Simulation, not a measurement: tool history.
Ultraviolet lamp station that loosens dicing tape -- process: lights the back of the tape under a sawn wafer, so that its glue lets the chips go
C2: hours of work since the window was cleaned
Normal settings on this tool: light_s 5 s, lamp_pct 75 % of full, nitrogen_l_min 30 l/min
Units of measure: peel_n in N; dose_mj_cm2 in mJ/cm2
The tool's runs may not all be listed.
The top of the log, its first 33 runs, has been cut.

{"run": 34, "day": 12.579, "light_s": 6, "lamp_pct": 61, "nitrogen_l_min": 16, "hours of work of the lamp": 213, "C2": 95, "peel_n": 1.018, "dose_mj_cm2": 481}
{"run": 35, "day": 13.075, "light_s": 6, "lamp_pct": 61, "nitrogen_l_min": 26, "hours of work of the lamp": 220, "C2": 102, "peel_n": 0.688, "dose_mj_cm2": 480}
{"run": 36, "day": 13.546, "light_s": 3, "lamp_pct": 84, "nitrogen_l_min": 14, "hours of work of the lamp": 227, "C2": 109, "peel_n": 2.196, "dose_mj_cm2": 328}
{"run": 37, "day": 14.079, "light_s": 6, "lamp_pct": 75, "nitrogen_l_min": 26, "hours of work of the lamp": 235, "C2": 116, "peel_n": 0.413, "dose_mj_cm2": 591}
{"run": 38, "day": 14.454, "light_s": 3, "lamp_pct": 75, "nitrogen_l_min": 57, "hours of work of the lamp": 240, "C2": 122, "peel_n": 1.357, "dose_mj_cm2": 294}
{"run": 39, "day": 14.688, "light_s": 3, "lamp_pct": 75, "nitrogen_l_min": 57, "hours of work of the lamp": 243, "C2": 125, "peel_n": 1.335, "dose_mj_cm2": 292}
{"run": 40, "day": 15.071, "light_s": 3, "lamp_pct": 75, "nitrogen_l_min": 57, "hours of work of the lamp": 249, "C2": 130, "peel_n": 1.315, "dose_mj_cm2": 291}
{"run": 41, "day": 15.408, "light_s": 9, "lamp_pct": 75, "nitrogen_l_min": 24, "hours of work of the lamp": 253, "C2": 135, "peel_n": 0.14, "dose_mj_cm2": 861}
{"run": 42, "day": 15.65, "light_s": 6, "lamp_pct": 72, "nitrogen_l_min": 40, "hours of work of the lamp": 257, "C2": 139, "peel_n": 0.322, "dose_mj_cm2": 552}

Consider 3 possible next runs. They are alternatives, not a sequence: every one starts from the tool as it was left by run 42. What does each give?
{"run": "A", "day": 16.062, "light_s": 9, "lamp_pct": 91, "nitrogen_l_min": 40, "hours of work of the lamp": 263, "C2": 144, "peel_n": "?", "dose_mj_cm2": "?"}
{"run": "B", "day": 16.062, "light_s": 5, "lamp_pct": 73, "nitrogen_l_min": 41, "hours of work of the lamp": 263, "C2": 144, "peel_n": "?", "dose_mj_cm2": "?"}
{"run": "C", "day": 16.062, "light_s": 6, "lamp_pct": 75, "nitrogen_l_min": 30, "hours of work of the lamp": 263, "C2": 144, "peel_n": "?", "dose_mj_cm2": "?"}

run=A peel_n=0.073 dose_mj_cm2=1053
run=B peel_n=0.515 dose_mj_cm2=465
run=C peel_n=0.364 dose_mj_cm2=570
What these runs would have given with no unlogged condition in the tool:
run=A peel_n=0.067 dose_mj_cm2=1186
run=B peel_n=0.37 dose_mj_cm2=524
run=C peel_n=0.259 dose_mj_cm2=643
